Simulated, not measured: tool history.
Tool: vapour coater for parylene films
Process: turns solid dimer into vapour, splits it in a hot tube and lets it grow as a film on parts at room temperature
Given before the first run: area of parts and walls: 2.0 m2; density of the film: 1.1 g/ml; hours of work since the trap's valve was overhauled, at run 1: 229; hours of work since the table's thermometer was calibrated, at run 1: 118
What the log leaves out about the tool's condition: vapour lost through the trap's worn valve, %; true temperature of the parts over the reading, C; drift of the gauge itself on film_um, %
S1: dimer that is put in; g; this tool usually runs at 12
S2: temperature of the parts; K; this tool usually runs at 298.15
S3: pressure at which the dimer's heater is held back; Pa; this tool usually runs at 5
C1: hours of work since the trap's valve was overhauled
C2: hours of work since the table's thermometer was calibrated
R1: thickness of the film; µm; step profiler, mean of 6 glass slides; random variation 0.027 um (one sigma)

run   hour  S1      S2     S3   C1   C2    R1
  1      0  12  298.15      5  229  118  3.89
  2   18.7  12  306.15      5  239  128  3.19
  3   41.4  12  298.15      5  252  141  3.93
  4   72.2  12  296.15      5  270  159  4.03
      85.8  -- trap's valve overhauled
  5   97.7  12  296.15      5    7  171  4.42
  6  114.5  12  298.15      5   16  180  4.22
  7  148.2  12  298.15  11.25   35  199  4.02
  8  174.3  12  298.15  11.25   50  214  3.94
  9  190.2  12  292.15      5   59  223  4.76
 10  212.6  12  292.15      5   72  236  4.72
 11  245.9  12  298.15      5   91  255   4.1
 12  272.7  12  301.15      5  106  270  3.79
 13  306.2  12  298.15      5  125  289  4.06
 14  330.7  12  298.15      5  139  303  3.98
 15  350.7  12  298.15   2.61  150  314   4.2
 16  369.8   8  298.15   6.33  161  325  2.58
     372.8  -- table's thermometer calibrated
 17  384.8   8  298.15   6.33  169    7  2.66
 18  416.9   8  298.15   6.33  187   25  2.62
     433.3  -- table's thermometer calibrated, once more
 19  446.6  11  298.15   2.17  204    8   3.7
 20  479.2  10  298.15      5  222   26  3.21
 21  508.8  12  294.15   5.65  239   43  4.21
 22    531  12  294.15   5.65  252   55   4.2
 23    553   9  302.15   6.94  264   68  2.53
       576  -- trap's valve overhauled
 24  589.5   8  310.15   5.52    8   86  2.08
 25    620  12  298.15   5.65   25  104  4.15
 26  642.5   8  294.15  11.39   38  117  2.95
 27  663.9   8  294.15  11.39   50  129  2.87
 28    681   9  309.15      5   60  138  2.34
 29  697.9   9  302.15  10.84   69  148  2.65

Predict each of these 3 candidate next runs independently; none follows another, all start after run 29:
  A  716.4  12  298.15   2.87  80  159   ?
  B  716.4  21  302.15  10.84  80  159   ?
  C  716.4  13  298.15   3.31  80  159   ?

run    R1
  A  4.21
  B  6.21
  C  4.51
The same runs, with their run-to-run variation unchanged, on a tool lacking any hidden condition would have given:
run    R1
  A  4.36
  B  6.43
  C  4.67
